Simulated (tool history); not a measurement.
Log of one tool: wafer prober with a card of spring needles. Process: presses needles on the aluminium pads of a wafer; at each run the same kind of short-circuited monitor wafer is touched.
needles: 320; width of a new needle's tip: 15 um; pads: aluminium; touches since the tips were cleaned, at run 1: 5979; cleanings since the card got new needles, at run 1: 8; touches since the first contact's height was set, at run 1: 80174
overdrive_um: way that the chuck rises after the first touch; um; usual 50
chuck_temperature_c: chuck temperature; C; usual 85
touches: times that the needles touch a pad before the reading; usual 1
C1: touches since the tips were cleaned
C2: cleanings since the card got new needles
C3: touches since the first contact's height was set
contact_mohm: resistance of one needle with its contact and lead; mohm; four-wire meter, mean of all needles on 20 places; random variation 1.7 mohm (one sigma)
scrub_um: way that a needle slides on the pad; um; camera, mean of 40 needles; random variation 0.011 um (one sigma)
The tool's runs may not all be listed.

run 1 hour=0 | overdrive_um=50 chuck_temperature_c=85 touches=1 | C1=5979 C2=8 C3=80174 | contact_mohm=317 scrub_um=6.61
-- hour=5.5 tips cleaned on abrasive film
run 2 hour=9.3 | overdrive_um=50 chuck_temperature_c=85 touches=1 | C1=1827 C2=9 C3=84547 | contact_mohm=419 scrub_um=6.62
run 3 hour=18.6 | overdrive_um=34 chuck_temperature_c=85 touches=1 | C1=6260 C2=9 C3=88980 | contact_mohm=582 scrub_um=4.46
-- hour=23.4 tips cleaned on abrasive film
run 4 hour=28.9 | overdrive_um=34 chuck_temperature_c=85 touches=1 | C1=2611 C2=10 C3=93812 | contact_mohm=365 scrub_um=4.47
run 5 hour=37.9 | overdrive_um=34 chuck_temperature_c=85 touches=1 | C1=6915 C2=10 C3=98116 | contact_mohm=473 scrub_um=4.46
-- hour=41.4 tips cleaned on abrasive film
run 6 hour=42.4 | overdrive_um=50 chuck_temperature_c=85 touches=3 | C1=450 C2=11 C3=100179 | contact_mohm=182 scrub_um=6.61
-- hour=46.5 tips cleaned on abrasive film, once more
run 7 hour=49.1 | overdrive_um=50 chuck_temperature_c=41 touches=1 | C1=1241 C2=12 C3=103345 | contact_mohm=215 scrub_um=6.6
run 8 hour=57.9 | overdrive_um=50 chuck_temperature_c=41 touches=1 | C1=5421 C2=12 C3=107525 | contact_mohm=314 scrub_um=6.6
run 9 hour=63.5 | overdrive_um=50 chuck_temperature_c=28 touches=1 | C1=8088 C2=12 C3=110192 | contact_mohm=337 scrub_um=6.59
-- hour=65.1 tips cleaned on abrasive film
run 10 hour=72.3 | overdrive_um=50 chuck_temperature_c=28 touches=1 | C1=3462 C2=13 C3=114342 | contact_mohm=283 scrub_um=6.59
run 11 hour=80.4 | overdrive_um=50 chuck_temperature_c=28 touches=1 | C1=7281 C2=13 C3=118161 | contact_mohm=337 scrub_um=6.55
-- hour=83 tips cleaned on abrasive film
run 12 hour=87.1 | overdrive_um=50 chuck_temperature_c=28 touches=1 | C1=1913 C2=14 C3=121295 | contact_mohm=243 scrub_um=6.55
run 13 hour=93.4 | overdrive_um=50 chuck_temperature_c=85 touches=3 | C1=4939 C2=14 C3=124321 | contact_mohm=221 scrub_um=6.56
run 14 hour=100.5 | overdrive_um=50 chuck_temperature_c=85 touches=3 | C1=8296 C2=14 C3=127678 | contact_mohm=229 scrub_um=6.56
-- hour=101.3 tips cleaned on abrasive film
run 15 hour=106.1 | overdrive_um=50 chuck_temperature_c=85 touches=3 | C1=2273 C2=15 C3=130307 | contact_mohm=201 scrub_um=6.57
run 16 hour=116.1 | overdrive_um=53 chuck_temperature_c=85 touches=1 | C1=7023 C2=15 C3=135057 | contact_mohm=312 scrub_um=6.96
-- hour=119.6 tips cleaned on abrasive film
run 17 hour=121.6 | overdrive_um=53 chuck_temperature_c=85 touches=1 | C1=948 C2=16 C3=137640 | contact_mohm=207 scrub_um=6.93
run 18 hour=126.6 | overdrive_um=56 chuck_temperature_c=46 touches=1 | C1=3295 C2=16 C3=139987 | contact_mohm=260 scrub_um=7.32
run 19 hour=134.6 | overdrive_um=32 chuck_temperature_c=76 touches=2 | C1=7131 C2=16 C3=143823 | contact_mohm=393 scrub_um=4.12
-- hour=137.9 tips cleaned on abrasive film
run 20 hour=140 | overdrive_um=32 chuck_temperature_c=25 touches=2 | C1=1029 C2=17 C3=146335 | contact_mohm=247 scrub_um=4.11
run 21 hour=146.1 | overdrive_um=69 chuck_temperature_c=106 touches=1 | C1=3932 C2=17 C3=149238 | contact_mohm=243 scrub_um=9.1
run 22 hour=154.4 | overdrive_um=38 chuck_temperature_c=37 touches=1 | C1=7878 C2=17 C3=153184 | contact_mohm=458 scrub_um=4.94
-- hour=156 tips cleaned on abrasive film
run 23 hour=162.2 | overdrive_um=59 chuck_temperature_c=26 touches=1 | C1=2930 C2=18 C3=156827 | contact_mohm=247 scrub_um=7.73
run 24 hour=166.8 | overdrive_um=33 chuck_temperature_c=27 touches=2 | C1=5136 C2=18 C3=159033 | contact_mohm=364 scrub_um=4.24
run 25 hour=172.4 | overdrive_um=47 chuck_temperature_c=121 touches=2 | C1=7787 C2=18 C3=161684 | contact_mohm=282 scrub_um=6.1
-- hour=174.4 tips cleaned on abrasive film
run 26 hour=179.4 | overdrive_um=50 chuck_temperature_c=80 touches=1 | C1=2347 C2=19 C3=164954 | contact_mohm=258 scrub_um=6.52
run 27 hour=187.3 | overdrive_um=50 chuck_temperature_c=80 touches=1 | C1=6128 C2=19 C3=168735 | contact_mohm=321 scrub_um=6.51
-- hour=192.7 tips cleaned on abrasive film
run 28 hour=197.8 | overdrive_um=54 chuck_temperature_c=80 touches=3 | C1=2410 C2=20 C3=173655 | contact_mohm=201 scrub_um=7.04
run 29 hour=207.6 | overdrive_um=50 chuck_temperature_c=26 touches=2 | C1=7096 C2=20 C3=178341 | contact_mohm=265 scrub_um=6.51
-- hour=211.1 tips cleaned on abrasive film
run 30 hour=213.6 | overdrive_um=34 chuck_temperature_c=122 touches=2 | C1=1200 C2=21 C3=181144 | contact_mohm=255 scrub_um=4.35
run 31 hour=218.1 | overdrive_um=34 chuck_temperature_c=122 touches=2 | C1=3314 C2=21 C3=183258 | contact_mohm=312 scrub_um=4.35
run 32 hour=226.9 | overdrive_um=34 chuck_temperature_c=122 touches=2 | C1=7536 C2=21 C3=187480 | contact_mohm=369 scrub_um=4.33
-- hour=229.1 tips cleaned on abrasive film
run 33 hour=231.3 | overdrive_um=37 chuck_temperature_c=70 touches=1 | C1=1048 C2=22 C3=189507 | contact_mohm=262 scrub_um=4.75
run 34 hour=238.6 | overdrive_um=69 chuck_temperature_c=70 touches=1 | C1=4529 C2=22 C3=192988 | contact_mohm=246 scrub_um=9.04

Hidden state or all else? Some run-to-run changes of contact_mohm, split into what the settings, what came in and random variation would give without the hidden state, and what is left for the hidden state (with any gauge scatter that isn't in both results):
The hidden state here: debris on the tips, nm; way that the needles fall short of the set height, um; tips' diameter, um; drift of the gauge itself on contact_mohm, %; drift of the gauge itself on scrub_um, %.
Run 3 -> 4: tips cleaned on abrasive film. contact_mohm -217 mohm: hidden state -218, all else +1.
Run 5 -> 6: overdrive_um 34 -> 50, touches 1 -> 3, tips cleaned on abrasive film. contact_mohm -291 mohm: hidden state -288, all else -3.
Run 21 -> 22: overdrive_um 69 -> 38, chuck_temperature_c 106 -> 37. contact_mohm +215 mohm: hidden state +221, all else -6.
